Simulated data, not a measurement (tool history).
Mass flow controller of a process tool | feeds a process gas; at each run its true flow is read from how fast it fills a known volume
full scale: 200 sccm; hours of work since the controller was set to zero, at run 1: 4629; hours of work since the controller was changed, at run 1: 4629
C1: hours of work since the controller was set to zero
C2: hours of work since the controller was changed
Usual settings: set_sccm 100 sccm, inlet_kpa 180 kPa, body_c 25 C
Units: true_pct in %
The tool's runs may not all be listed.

run 1 day=0 | set_sccm=100 inlet_kpa=180 body_c=25 | C1=4629 C2=4629 | true_pct=100.19
run 2 day=5.638 | set_sccm=100 inlet_kpa=180 body_c=25 | C1=4696 C2=4696 | true_pct=100.25
run 3 day=13.092 | set_sccm=100 inlet_kpa=180 body_c=37 | C1=4785 C2=4785 | true_pct=101.47
run 4 day=20.525 | set_sccm=100 inlet_kpa=180 body_c=25 | C1=4874 C2=4874 | true_pct=100.2
run 5 day=27.012 | set_sccm=31 inlet_kpa=180 body_c=25 | C1=4951 C2=4951 | true_pct=97.69
run 6 day=33.396 | set_sccm=31 inlet_kpa=180 body_c=25 | C1=5028 C2=5028 | true_pct=97.53
run 7 day=42.421 | set_sccm=100 inlet_kpa=142 body_c=25 | C1=5136 C2=5136 | true_pct=100.56
run 8 day=49.104 | set_sccm=100 inlet_kpa=142 body_c=25 | C1=5215 C2=5215 | true_pct=100.51
run 9 day=57.492 | set_sccm=100 inlet_kpa=142 body_c=25 | C1=5316 C2=5316 | true_pct=100.57
-- day=60.642 controller exchanged for a calibrated one
run 10 day=66.496 | set_sccm=100 inlet_kpa=142 body_c=25 | C1=70 C2=70 | true_pct=99.76
run 11 day=70.383 | set_sccm=100 inlet_kpa=142 body_c=25 | C1=116 C2=116 | true_pct=99.52
run 12 day=77.575 | set_sccm=100 inlet_kpa=142 body_c=25 | C1=202 C2=202 | true_pct=99.63
run 13 day=86.229 | set_sccm=100 inlet_kpa=142 body_c=25 | C1=306 C2=306 | true_pct=99.56
-- day=86.633 controller's zero set anew
run 14 day=94.146 | set_sccm=100 inlet_kpa=268 body_c=20 | C1=90 C2=400 | true_pct=98.09
run 15 day=100.246 | set_sccm=75 inlet_kpa=241 body_c=26 | C1=163 C2=473 | true_pct=98.87
run 16 day=104.688 | set_sccm=75 inlet_kpa=241 body_c=26 | C1=216 C2=526 | true_pct=98.85
run 17 day=113.025 | set_sccm=42 inlet_kpa=220 body_c=27 | C1=315 C2=626 | true_pct=98.66
run 18 day=117.142 | set_sccm=39 inlet_kpa=257 body_c=20 | C1=364 C2=675 | true_pct=97.61
run 19 day=122.892 | set_sccm=59 inlet_kpa=203 body_c=25 | C1=433 C2=743 | true_pct=98.96
run 20 day=129.533 | set_sccm=166 inlet_kpa=203 body_c=28 | C1=513 C2=823 | true_pct=99.96
run 21 day=137.846 | set_sccm=193 inlet_kpa=273 body_c=25 | C1=612 C2=922 | true_pct=99.36
-- day=142.746 controller's zero set anew, once more
run 22 day=144.1 | set_sccm=33 inlet_kpa=142 body_c=25 | C1=16 C2=997 | true_pct=99.46
run 23 day=151.704 | set_sccm=173 inlet_kpa=143 body_c=25 | C1=107 C2=1087 | true_pct=100.24
run 24 day=159.875 | set_sccm=36 inlet_kpa=187 body_c=20 | C1=205 C2=1185 | true_pct=98.44
run 25 day=163.962 | set_sccm=44 inlet_kpa=180 body_c=25 | C1=253 C2=1234 | true_pct=99.29
run 26 day=173.521 | set_sccm=24 inlet_kpa=169 body_c=31 | C1=368 C2=1348 | true_pct=99.69

4 ways to go on from here, each from the tool as it stands after run 26. What would each give?
run A day=183.021 | set_sccm=21 inlet_kpa=206 body_c=35 | C1=481 C2=1462 | true_pct=?
run B day=183.021 | set_sccm=32 inlet_kpa=258 body_c=24 | C1=481 C2=1462 | true_pct=?
run C day=183.021 | set_sccm=42 inlet_kpa=180 body_c=40 | C1=481 C2=1462 | true_pct=?
run D day=183.021 | set_sccm=27 inlet_kpa=169 body_c=21 | C1=481 C2=1462 | true_pct=?

run=A true_pct=99.81
run=B true_pct=98.43
run=C true_pct=100.94
run=D true_pct=98.55
Without the tool's hidden state the same runs would have given:
run=A true_pct=100.17
run=B true_pct=98.61
run=C true_pct=101.03
run=D true_pct=98.79

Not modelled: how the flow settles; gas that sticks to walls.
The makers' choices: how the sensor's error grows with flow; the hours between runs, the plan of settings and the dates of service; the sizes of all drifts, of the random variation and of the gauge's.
